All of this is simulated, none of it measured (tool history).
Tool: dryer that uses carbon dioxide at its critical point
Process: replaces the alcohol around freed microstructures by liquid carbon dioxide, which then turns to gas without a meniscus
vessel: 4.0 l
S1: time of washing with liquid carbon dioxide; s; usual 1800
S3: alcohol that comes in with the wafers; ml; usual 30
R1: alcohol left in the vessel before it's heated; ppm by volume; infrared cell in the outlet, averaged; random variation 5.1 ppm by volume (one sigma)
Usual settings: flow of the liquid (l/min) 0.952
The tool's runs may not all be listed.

run 1 day=0 | S1=1800 flow_of_the_liquid_(l/min)=0.952 S3=30 | R1=86
run 2 day=2.533 | S1=1800 flow_of_the_liquid_(l/min)=0.952 S3=30 | R1=91
run 3 day=3.604 | S1=1800 flow_of_the_liquid_(l/min)=0.952 S3=30 | R1=93
run 4 day=5.046 | S1=1800 flow_of_the_liquid_(l/min)=0.789 S3=30 | R1=196
run 5 day=6.117 | S1=1800 flow_of_the_liquid_(l/min)=0.952 S3=56 | R1=164
run 6 day=7.738 | S1=1800 flow_of_the_liquid_(l/min)=0.952 S3=60 | R1=178
run 7 day=8.996 | S1=1800 flow_of_the_liquid_(l/min)=0.952 S3=30 | R1=108
run 8 day=10.888 | S1=1800 flow_of_the_liquid_(l/min)=0.952 S3=30 | R1=121
run 9 day=13.079 | S1=1800 flow_of_the_liquid_(l/min)=0.952 S3=30 | R1=126
run 10 day=14.642 | S1=1800 flow_of_the_liquid_(l/min)=0.952 S3=30 | R1=127
run 11 day=16.221 | S1=1800 flow_of_the_liquid_(l/min)=0.952 S3=30 | R1=123
-- day=17.092 inlet filter changed
run 12 day=17.6 | S1=1140 flow_of_the_liquid_(l/min)=0.952 S3=30 | R1=353
run 13 day=19 | S1=1140 flow_of_the_liquid_(l/min)=0.952 S3=30 | R1=353
run 14 day=20.908 | S1=1800 flow_of_the_liquid_(l/min)=0.952 S3=30 | R1=102
run 15 day=22.788 | S1=1800 flow_of_the_liquid_(l/min)=0.952 S3=30 | R1=94
run 16 day=25.15 | S1=1800 flow_of_the_liquid_(l/min)=0.952 S3=30 | R1=104
run 17 day=26.362 | S1=1800 flow_of_the_liquid_(l/min)=0.952 S3=30 | R1=108
run 18 day=28.567 | S1=1800 flow_of_the_liquid_(l/min)=0.952 S3=30 | R1=116
run 19 day=29.646 | S1=1800 flow_of_the_liquid_(l/min)=0.952 S3=30 | R1=113
run 20 day=31.625 | S1=1800 flow_of_the_liquid_(l/min)=0.952 S3=35 | R1=139
run 21 day=32.883 | S1=1980 flow_of_the_liquid_(l/min)=1.29 S3=21 | R1=60
run 22 day=35.421 | S1=1560 flow_of_the_liquid_(l/min)=0.952 S3=25 | R1=168
run 23 day=37.592 | S1=2100 flow_of_the_liquid_(l/min)=0.709 S3=52 | R1=318
run 24 day=39.683 | S1=2100 flow_of_the_liquid_(l/min)=0.709 S3=52 | R1=348
run 25 day=41.108 | S1=2100 flow_of_the_liquid_(l/min)=0.709 S3=52 | R1=355
run 26 day=42.575 | S1=1440 flow_of_the_liquid_(l/min)=0.952 S3=30 | R1=294
run 27 day=44.538 | S1=1800 flow_of_the_liquid_(l/min)=1.403 S3=69 | R1=103
-- day=45.304 inlet filter changed
run 28 day=46.35 | S1=1860 flow_of_the_liquid_(l/min)=0.952 S3=22 | R1=101
run 29 day=47.529 | S1=1680 flow_of_the_liquid_(l/min)=0.823 S3=42 | R1=254
run 30 day=49.096 | S1=1320 flow_of_the_liquid_(l/min)=0.823 S3=21 | R1=304
run 31 day=51.358 | S1=1980 flow_of_the_liquid_(l/min)=1.479 S3=45 | R1=77
run 32 day=52.488 | S1=1680 flow_of_the_liquid_(l/min)=0.588 S3=30 | R1=537
run 33 day=54.2 | S1=1380 flow_of_the_liquid_(l/min)=1.347 S3=30 | R1=120
run 34 day=55.55 | S1=1380 flow_of_the_liquid_(l/min)=1.347 S3=30 | R1=120
run 35 day=57.304 | S1=1380 flow_of_the_liquid_(l/min)=1.026 S3=62 | R1=400
-- day=59.258 purifier's bed changed
run 36 day=59.654 | S1=1200 flow_of_the_liquid_(l/min)=0.669 S3=25 | R1=736
run 37 day=61.188 | S1=1560 flow_of_the_liquid_(l/min)=1.129 S3=30 | R1=69

The same runs without the tool's hidden state, with the same run-to-run variation:
The hidden state here: flow that reaches the vessel past the clogged filter, %; alcohol in the recycled carbon dioxide, ppm; drift of the gauge itself on alcohol_ppm, %.
run=1 R1=54
run=2 R1=51
run=3 R1=51
run=4 R1=128
run=5 R1=94
run=6 R1=95
run=7 R1=52
run=8 R1=57
run=9 R1=54
run=10 R1=50
run=11 R1=42
run=12 R1=312
run=13 R1=305
run=14 R1=59
run=15 R1=46
run=16 R1=50
run=17 R1=51
run=18 R1=53
run=19 R1=46
run=20 R1=64
run=21 R1=9
run=22 R1=73
run=23 R1=164
run=24 R1=175
run=25 R1=171
run=26 R1=136
run=27 R1=23
run=28 R1=37
run=29 R1=181
run=30 R1=224
run=31 R1=8
run=32 R1=420
run=33 R1=40
run=34 R1=36
run=35 R1=255
run=36 R1=620
run=37 R1=46
